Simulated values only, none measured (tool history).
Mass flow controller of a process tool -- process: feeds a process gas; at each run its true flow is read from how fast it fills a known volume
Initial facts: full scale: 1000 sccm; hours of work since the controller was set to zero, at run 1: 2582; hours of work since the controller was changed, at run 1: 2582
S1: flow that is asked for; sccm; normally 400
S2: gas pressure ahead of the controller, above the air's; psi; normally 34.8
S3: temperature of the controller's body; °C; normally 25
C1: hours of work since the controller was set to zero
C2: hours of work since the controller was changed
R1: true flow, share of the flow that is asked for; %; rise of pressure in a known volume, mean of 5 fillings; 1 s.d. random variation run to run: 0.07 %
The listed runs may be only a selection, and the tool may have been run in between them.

{"run": 1, "hour": 0.0, "S1": 400, "S2": 34.8, "S3": 25, "C1": 2582, "C2": 2582, "R1": 98.07}
{"run": 2, "hour": 194.6, "S1": 677, "S2": 34.8, "S3": 25, "C1": 2657, "C2": 2657, "R1": 99.57}
{"run": 3, "hour": 414.5, "S1": 400, "S2": 36.4, "S3": 25, "C1": 2741, "C2": 2741, "R1": 98.2}
{"run": 4, "hour": 587.4, "S1": 400, "S2": 34.8, "S3": 25, "C1": 2807, "C2": 2807, "R1": 98.24}
{"run": 5, "hour": 723.3, "S1": 400, "S2": 34.8, "S3": 25, "C1": 2859, "C2": 2859, "R1": 98.19}
{"run": 6, "hour": 882.0, "S1": 400, "S2": 30.0, "S3": 25, "C1": 2920, "C2": 2920, "R1": 97.9}
{"run": 7, "hour": 1078.9, "S1": 400, "S2": 34.8, "S3": 25, "C1": 2996, "C2": 2996, "R1": 98.01}
{"run": 8, "hour": 1308.8, "S1": 400, "S2": 34.8, "S3": 25, "C1": 3084, "C2": 3084, "R1": 98.05}
{"run": 9, "hour": 1534.3, "S1": 400, "S2": 34.8, "S3": 38, "C1": 3170, "C2": 3170, "R1": 96.95}
{"hour": 1555.6, "done": "controller's zero set anew"}
{"run": 10, "hour": 1650.7, "S1": 400, "S2": 34.8, "S3": 38, "C1": 36, "C2": 3214, "R1": 96.15}
{"run": 11, "hour": 1821.2, "S1": 400, "S2": 34.8, "S3": 38, "C1": 102, "C2": 3280, "R1": 96.19}
{"run": 12, "hour": 1965.7, "S1": 400, "S2": 34.8, "S3": 38, "C1": 157, "C2": 3335, "R1": 96.1}
{"run": 13, "hour": 2183.6, "S1": 400, "S2": 34.8, "S3": 38, "C1": 240, "C2": 3418, "R1": 96.14}
{"hour": 2205.1, "done": "controller's zero set anew, once more"}
{"run": 14, "hour": 2402.2, "S1": 400, "S2": 34.8, "S3": 38, "C1": 75, "C2": 3502, "R1": 98.64}
{"run": 15, "hour": 2560.3, "S1": 103, "S2": 21.2, "S3": 21, "C1": 136, "C2": 3562, "R1": 98.25}
{"run": 16, "hour": 2765.0, "S1": 103, "S2": 21.2, "S3": 21, "C1": 214, "C2": 3641, "R1": 98.23}
{"run": 17, "hour": 2906.8, "S1": 103, "S2": 38.3, "S3": 33, "C1": 269, "C2": 3695, "R1": 97.46}
{"run": 18, "hour": 3039.6, "S1": 626, "S2": 36.0, "S3": 31, "C1": 320, "C2": 3746, "R1": 100.16}
{"run": 19, "hour": 3186.4, "S1": 511, "S2": 32.6, "S3": 23, "C1": 376, "C2": 3802, "R1": 100.4}
{"run": 20, "hour": 3304.8, "S1": 219, "S2": 21.6, "S3": 29, "C1": 421, "C2": 3847, "R1": 98.0}
{"run": 21, "hour": 3404.7, "S1": 219, "S2": 21.6, "S3": 22, "C1": 459, "C2": 3886, "R1": 98.59}
{"run": 22, "hour": 3596.0, "S1": 400, "S2": 36.8, "S3": 25, "C1": 533, "C2": 3959, "R1": 99.86}
{"run": 23, "hour": 3706.3, "S1": 400, "S2": 36.8, "S3": 25, "C1": 575, "C2": 4001, "R1": 99.94}
{"run": 24, "hour": 3901.6, "S1": 400, "S2": 36.8, "S3": 25, "C1": 650, "C2": 4076, "R1": 99.87}
{"run": 25, "hour": 4015.9, "S1": 260, "S2": 34.2, "S3": 21, "C1": 693, "C2": 4120, "R1": 99.27}
{"run": 26, "hour": 4162.6, "S1": 857, "S2": 23.1, "S3": 24, "C1": 750, "C2": 4176, "R1": 101.24}
{"run": 27, "hour": 4363.3, "S1": 141, "S2": 23.1, "S3": 24, "C1": 826, "C2": 4253, "R1": 97.46}

Consider 4 possible next runs. They are alternatives, not a sequence: every one starts from the tool as it was left by run 27. What does each give?
{"run": "A", "hour": 4517.0, "S1": 120, "S2": 23.1, "S3": 24, "C1": 885, "C2": 4312, "R1": "?"}
{"run": "B", "hour": 4517.0, "S1": 885, "S2": 21.2, "S3": 26, "C1": 885, "C2": 4312, "R1": "?"}
{"run": "C", "hour": 4517.0, "S1": 141, "S2": 26.5, "S3": 28, "C1": 885, "C2": 4312, "R1": "?"}
{"run": "D", "hour": 4517.0, "S1": 180, "S2": 30.0, "S3": 25, "C1": 885, "C2": 4312, "R1": "?"}

run=A R1=97.17
run=B R1=101.21
run=C R1=97.23
run=D R1=98.20
What these runs would have given with no unlogged condition in the tool:
run=A R1=96.84
run=B R1=99.28
run=C R1=96.62
run=D R1=97.25
